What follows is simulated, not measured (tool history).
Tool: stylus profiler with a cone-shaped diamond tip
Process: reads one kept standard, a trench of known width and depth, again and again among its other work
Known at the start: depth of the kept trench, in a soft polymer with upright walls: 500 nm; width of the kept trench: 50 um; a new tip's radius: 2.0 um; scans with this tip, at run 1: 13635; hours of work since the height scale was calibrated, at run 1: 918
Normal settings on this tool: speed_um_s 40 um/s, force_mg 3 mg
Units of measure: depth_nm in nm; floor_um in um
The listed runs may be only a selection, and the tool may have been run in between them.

| run | day | speed_um_s | force_mg | scans with this tip | hours of work since the height scale was calibrated | depth_nm | floor_um |
|---|---|---|---|---|---|---|---|
| 1 | 0 | 40 | 3 | 13635 | 918 | 504.1 | 46.74 |
| 2 | 3.417 | 40 | 3 | 13959 | 980 | 504.27 | 46.66 |
| 3 | 5.946 | 40 | 1.76 | 14199 | 1026 | 503.09 | 46.6 |
| 4 | 9.021 | 40 | 3 | 14491 | 1081 | 504.42 | 46.63 |
| 5 | 11.046 | 40 | 1.29 | 14683 | 1118 | 502.83 | 46.55 |
| 6 | 15.167 | 128 | 1.29 | 15074 | 1192 | 502.91 | 45.89 |
| 7 | 19.021 | 128 | 1.29 | 15440 | 1261 | 502.93 | 45.88 |
| 8 | 22.471 | 128 | 1.29 | 15768 | 1323 | 502.96 | 45.88 |
|  | 22.775 | height scale calibrated on a step standard |
| 9 | 26.883 | 128 | 1.29 | 16185 | 74 | 503.42 | 45.87 |
| 10 | 29.412 | 128 | 1.29 | 16425 | 120 | 503.6 | 45.87 |
| 11 | 31.875 | 128 | 1.29 | 16659 | 164 | 503.58 | 45.89 |
| 12 | 34.058 | 40 | 3 | 16866 | 203 | 505.05 | 46.47 |
|  | 34.808 | height scale calibrated on a step standard, once more |
| 13 | 36.438 | 20 | 3 | 17089 | 29 | 503.38 | 46.68 |
| 14 | 39.254 | 40 | 3 | 17357 | 80 | 503.49 | 46.55 |
| 15 | 41.688 | 49 | 8.32 | 17588 | 124 | 506.86 | 46.55 |
| 16 | 44.762 | 24 | 4.14 | 17880 | 179 | 504.3 | 46.58 |
| 17 | 48.629 | 98 | 2.4 | 18247 | 249 | 503.12 | 46.22 |
| 18 | 51.458 | 26 | 6.17 | 18515 | 300 | 505.8 | 46.52 |
| 19 | 53.346 | 26 | 6.17 | 18695 | 334 | 505.9 | 46.55 |
| 20 | 57.871 | 146 | 4.31 | 19124 | 416 | 504.67 | 46.13 |
| 21 | 59.725 | 146 | 4.31 | 19300 | 449 | 504.71 | 46.08 |
| 22 | 62.592 | 76 | 1.43 | 19572 | 501 | 502.39 | 46.15 |
| 23 | 67.033 | 76 | 1.43 | 19994 | 581 | 502.41 | 46.14 |
| 24 | 70.296 | 13 | 2.03 | 20304 | 640 | 502.97 | 46.56 |
| 25 | 74.817 | 13 | 2.03 | 20733 | 721 | 503.06 | 46.46 |
| 26 | 79.254 | 69 | 1.16 | 21154 | 801 | 502.27 | 46.07 |
| 27 | 82.246 | 69 | 1.16 | 21438 | 855 | 502.32 | 46.04 |
| 28 | 85.071 | 27 | 4.28 | 21706 | 906 | 504.99 | 46.41 |

5 options for the next run, each taken on its own from the tool as it stands now. Forecast them:
| A | 88.912 | 14 | 2.42 | 22071 | 975 | ? | ? |
| B | 88.912 | 58 | 3 | 22071 | 975 | ? | ? |
| C | 88.912 | 89 | 2.51 | 22071 | 975 | ? | ? |
| D | 88.912 | 40 | 1.25 | 22071 | 975 | ? | ? |
| E | 88.912 | 37 | 3 | 22071 | 975 | ? | ? |

| run | depth_nm | floor_um |
|---|---|---|
| A | 503.64 | 46.41 |
| B | 504.15 | 46.27 |
| C | 503.72 | 46.05 |
| D | 502.57 | 46.24 |
| E | 504.13 | 46.37 |
What these runs would have given with no unlogged condition in the tool:
| run | depth_nm | floor_um |
|---|---|---|
| A | 503.05 | 47.23 |
| B | 503.55 | 47.08 |
| C | 503.13 | 46.86 |
| D | 501.98 | 47.06 |
| E | 503.54 | 47.18 |
